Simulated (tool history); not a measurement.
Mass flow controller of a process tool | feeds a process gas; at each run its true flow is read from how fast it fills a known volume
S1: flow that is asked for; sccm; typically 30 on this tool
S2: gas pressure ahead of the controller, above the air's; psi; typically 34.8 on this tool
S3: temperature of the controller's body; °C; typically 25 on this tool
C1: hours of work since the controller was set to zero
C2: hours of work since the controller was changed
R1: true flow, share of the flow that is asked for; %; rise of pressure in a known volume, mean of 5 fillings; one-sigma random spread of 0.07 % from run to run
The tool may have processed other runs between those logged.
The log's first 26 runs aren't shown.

run 27 hour=6431.1 | S1=6 S2=21.0 S3=21 | C1=3975 C2=3975 | R1=92.10
run 28 hour=6628.3 | S1=14 S2=27.6 S3=25 | C1=4109 C2=4109 | R1=95.65
run 29 hour=6943.7 | S1=12 S2=28.3 S3=24 | C1=4323 C2=4323 | R1=95.01
run 30 hour=7224.2 | S1=8 S2=32.5 S3=31 | C1=4513 C2=4513 | R1=94.38
run 31 hour=7389.1 | S1=8 S2=32.5 S3=31 | C1=4625 C2=4625 | R1=94.22
run 32 hour=7587.0 | S1=30 S2=29.4 S3=36 | C1=4760 C2=4760 | R1=98.40
run 33 hour=7845.5 | S1=49 S2=34.8 S3=25 | C1=4935 C2=4935 | R1=98.94
run 34 hour=8087.5 | S1=49 S2=34.8 S3=25 | C1=5100 C2=5100 | R1=98.96
run 35 hour=8381.1 | S1=17 S2=34.8 S3=25 | C1=5299 C2=5299 | R1=95.76
run 36 hour=8578.2 | S1=17 S2=20.7 S3=31 | C1=5433 C2=5433 | R1=95.75
run 37 hour=8888.8 | S1=30 S2=36.8 S3=36 | C1=5644 C2=5644 | R1=98.40
run 38 hour=9096.4 | S1=30 S2=36.8 S3=36 | C1=5785 C2=5785 | R1=98.40
run 39 hour=9417.7 | S1=30 S2=36.8 S3=36 | C1=6003 C2=6003 | R1=98.31
run 40 hour=9648.4 | S1=30 S2=36.8 S3=36 | C1=6160 C2=6160 | R1=98.20
run 41 hour=9952.9 | S1=30 S2=36.8 S3=36 | C1=6367 C2=6367 | R1=98.22
run 42 hour=10226.3 | S1=5 S2=36.8 S3=36 | C1=6553 C2=6553 | R1=90.05
run 43 hour=10378.4 | S1=5 S2=36.8 S3=36 | C1=6656 C2=6656 | R1=89.81
run 44 hour=10650.6 | S1=14 S2=34.8 S3=25 | C1=6841 C2=6841 | R1=94.36
run 45 hour=10889.6 | S1=7 S2=25.7 S3=25 | C1=7003 C2=7003 | R1=90.34
run 46 hour=11158.2 | S1=36 S2=25.5 S3=32 | C1=7186 C2=7186 | R1=97.62

Here are 5 independent what-if runs from the current tool condition. What would each one return?
-- hour=11407.7 controller exchanged for a calibrated one
run A hour=11450.9 | S1=30 S2=32.3 S3=20 | C1=29 C2=29 | R1=?
-- hour=11407.7 controller exchanged for a calibrated one
run B hour=11450.9 | S1=14 S2=20.3 S3=27 | C1=29 C2=29 | R1=?
-- hour=11407.7 controller exchanged for a calibrated one
run C hour=11450.9 | S1=34 S2=34.8 S3=25 | C1=29 C2=29 | R1=?
-- hour=11407.7 controller exchanged for a calibrated one
run D hour=11450.9 | S1=13 S2=38.1 S3=29 | C1=29 C2=29 | R1=?
-- hour=11407.7 controller exchanged for a calibrated one
run E hour=11450.9 | S1=27 S2=21.0 S3=36 | C1=29 C2=29 | R1=?

run=A R1=98.35
run=B R1=97.58
run=C R1=99.15
run=D R1=98.29
run=E R1=99.22
Stripped of hidden state, with their random variation kept, the same runs would have yielded:
run=A R1=98.51
run=B R1=97.81
run=C R1=99.30
run=D R1=98.54
run=E R1=99.39

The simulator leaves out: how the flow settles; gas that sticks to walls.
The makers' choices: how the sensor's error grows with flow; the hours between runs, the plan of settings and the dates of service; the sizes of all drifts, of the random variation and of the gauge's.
